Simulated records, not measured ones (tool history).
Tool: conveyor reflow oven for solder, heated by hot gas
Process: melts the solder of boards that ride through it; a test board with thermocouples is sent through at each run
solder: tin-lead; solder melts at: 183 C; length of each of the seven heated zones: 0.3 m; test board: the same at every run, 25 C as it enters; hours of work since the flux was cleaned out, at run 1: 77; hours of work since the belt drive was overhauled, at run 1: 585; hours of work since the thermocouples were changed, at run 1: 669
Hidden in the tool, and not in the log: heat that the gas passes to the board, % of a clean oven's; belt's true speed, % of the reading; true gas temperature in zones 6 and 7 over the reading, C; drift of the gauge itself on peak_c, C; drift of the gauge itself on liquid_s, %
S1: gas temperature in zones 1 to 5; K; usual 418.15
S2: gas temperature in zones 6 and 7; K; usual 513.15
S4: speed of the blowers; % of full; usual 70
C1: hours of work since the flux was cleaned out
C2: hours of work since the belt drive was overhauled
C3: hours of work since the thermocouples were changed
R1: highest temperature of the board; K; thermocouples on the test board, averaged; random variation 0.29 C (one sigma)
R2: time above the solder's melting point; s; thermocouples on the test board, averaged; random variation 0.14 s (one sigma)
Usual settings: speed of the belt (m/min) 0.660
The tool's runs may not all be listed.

{"run": 1, "hour": 0.0, "S1": 418.15, "S2": 513.15, "speed of the belt (m/min)": 0.66, "S4": 70, "C1": 77, "C2": 585, "C3": 669, "R1": 492.45, "R2": 44.3}
{"run": 2, "hour": 18.7, "S1": 418.15, "S2": 513.15, "speed of the belt (m/min)": 0.66, "S4": 70, "C1": 90, "C2": 598, "C3": 682, "R1": 492.35, "R2": 44.5}
{"run": 3, "hour": 31.9, "S1": 418.15, "S2": 513.15, "speed of the belt (m/min)": 0.66, "S4": 70, "C1": 99, "C2": 607, "C3": 691, "R1": 492.95, "R2": 44.5}
{"run": 4, "hour": 45.6, "S1": 418.15, "S2": 513.15, "speed of the belt (m/min)": 0.66, "S4": 70, "C1": 108, "C2": 616, "C3": 700, "R1": 492.95, "R2": 44.3}
{"run": 5, "hour": 74.1, "S1": 418.15, "S2": 513.15, "speed of the belt (m/min)": 0.66, "S4": 70, "C1": 127, "C2": 635, "C3": 719, "R1": 492.15, "R2": 44.0}
{"run": 6, "hour": 100.3, "S1": 418.15, "S2": 513.15, "speed of the belt (m/min)": 0.565, "S4": 70, "C1": 145, "C2": 653, "C3": 737, "R1": 497.25, "R2": 55.0}
{"run": 7, "hour": 119.0, "S1": 405.15, "S2": 513.15, "speed of the belt (m/min)": 0.66, "S4": 70, "C1": 157, "C2": 665, "C3": 749, "R1": 489.45, "R2": 39.1}
{"run": 8, "hour": 146.5, "S1": 418.15, "S2": 513.15, "speed of the belt (m/min)": 0.66, "S4": 51, "C1": 176, "C2": 684, "C3": 768, "R1": 486.75, "R2": 40.2}
{"run": 9, "hour": 171.6, "S1": 417.15, "S2": 516.15, "speed of the belt (m/min)": 0.66, "S4": 51, "C1": 193, "C2": 701, "C3": 785, "R1": 489.15, "R2": 41.2}
{"run": 10, "hour": 201.8, "S1": 430.15, "S2": 506.15, "speed of the belt (m/min)": 0.678, "S4": 58, "C1": 213, "C2": 721, "C3": 805, "R1": 485.55, "R2": 41.9}
{"run": 11, "hour": 229.5, "S1": 412.15, "S2": 504.15, "speed of the belt (m/min)": 0.654, "S4": 81, "C1": 232, "C2": 739, "C3": 824, "R1": 485.45, "R2": 38.7}
{"hour": 249.6, "done": "thermocouples of zones 6 and 7 changed"}
{"run": 12, "hour": 262.7, "S1": 428.15, "S2": 518.15, "speed of the belt (m/min)": 0.788, "S4": 88, "C1": 252, "C2": 760, "C3": 9, "R1": 495.45, "R2": 41.5}
{"run": 13, "hour": 287.2, "S1": 428.15, "S2": 524.15, "speed of the belt (m/min)": 0.553, "S4": 88, "C1": 269, "C2": 777, "C3": 25, "R1": 512.75, "R2": 65.8}
{"hour": 298.5, "done": "flux residue cleaned out of gas plates and filters"}
{"run": 14, "hour": 318.6, "S1": 428.15, "S2": 524.15, "speed of the belt (m/min)": 0.553, "S4": 88, "C1": 13, "C2": 795, "C3": 43, "R1": 514.45, "R2": 66.4}
{"run": 15, "hour": 343.1, "S1": 418.15, "S2": 522.15, "speed of the belt (m/min)": 0.555, "S4": 70, "C1": 30, "C2": 811, "C3": 59, "R1": 509.05, "R2": 61.3}
{"run": 16, "hour": 374.3, "S1": 418.15, "S2": 522.15, "speed of the belt (m/min)": 0.555, "S4": 70, "C1": 51, "C2": 832, "C3": 80, "R1": 508.35, "R2": 61.3}

Hidden state at the last listed run before each entry between runs and at the first one after, where it differs:
Between runs 11 and 12: thermocouples of zones 6 and 7 changed (hour 249.6)
  heat that the gas passes to the board, % of a clean oven's: 90.4 -> 89.6; belt's true speed, % of the reading: 98 -> 97.95; true gas temperature in zones 6 and 7 over the reading, C: -1.99 -> 0.24
  measured less the result without the state, R1: -3.70 -> -2.40 K; R2: -1.8 -> -0.2 s
Between runs 13 and 14: flux residue cleaned out of gas plates and filters (hour 298.5)
  heat that the gas passes to the board, % of a clean oven's: 89 -> 99; belt's true speed, % of the reading: 97.91 -> 97.86; true gas temperature in zones 6 and 7 over the reading, C: 0.2 -> 0.16
  measured less the result without the state, R1: -1.70 -> +0.50 K; R2: +1.1 -> +1.5 s
